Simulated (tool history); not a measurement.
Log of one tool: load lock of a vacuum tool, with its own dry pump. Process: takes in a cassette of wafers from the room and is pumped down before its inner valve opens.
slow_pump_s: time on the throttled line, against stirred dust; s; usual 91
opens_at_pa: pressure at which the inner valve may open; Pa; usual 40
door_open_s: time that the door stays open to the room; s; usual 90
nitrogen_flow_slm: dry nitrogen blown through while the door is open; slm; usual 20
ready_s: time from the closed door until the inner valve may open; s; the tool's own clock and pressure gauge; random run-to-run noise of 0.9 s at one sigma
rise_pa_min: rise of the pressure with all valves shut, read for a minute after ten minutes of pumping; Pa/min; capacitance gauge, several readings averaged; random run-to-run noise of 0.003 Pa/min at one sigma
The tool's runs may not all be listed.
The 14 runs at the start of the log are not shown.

run,hour,slow_pump_s,opens_at_pa,door_open_s,nitrogen_flow_slm,"incoming humidity of the room's air, %",ready_s,rise_pa_min
15,7964.5,91,72,90,20,47.0,144.3,0.077
16,8473.5,91,40,90,39,44.3,150.8,0.071
17,9053.0,91,40,90,39,44.7,151.3,0.072
18,9388.8,91,40,90,20,47.4,153.3,0.084
19,10025.7,91,40,90,20,46.9,153.8,0.086
20,10449.1,144,30,61,12,45.8,196.2,0.088
21,10861.1,131,40,90,20,43.4,183.2,0.086
22,11198.1,131,40,90,20,45.6,184.6,0.089
23,11495.7,131,40,90,20,44.5,182.7,0.091
24,11932.7,131,40,100,20,43.8,181.5,0.094
25,12419.7,54,40,90,21,49.2,129.3,0.105
26,12776.4,54,40,90,21,46.1,130.4,0.095
27,13290.2,54,40,90,21,43.5,129.7,0.100
28,14009.7,54,40,90,21,45.7,130.5,0.104
29,14502.7,54,40,90,21,45.1,132.6,0.110

Run 30 is up next; what results do you expect?
30,15155.5,54,40,161,10,50.0,?,?

{"run 30": {"ready_s": 133.0, "rise_pa_min": 0.145}}
If the tool had no hidden condition, the same run with the same run-to-run variation would have returned ready_s 112.7 s, rise_pa_min 0.072 Pa/min.
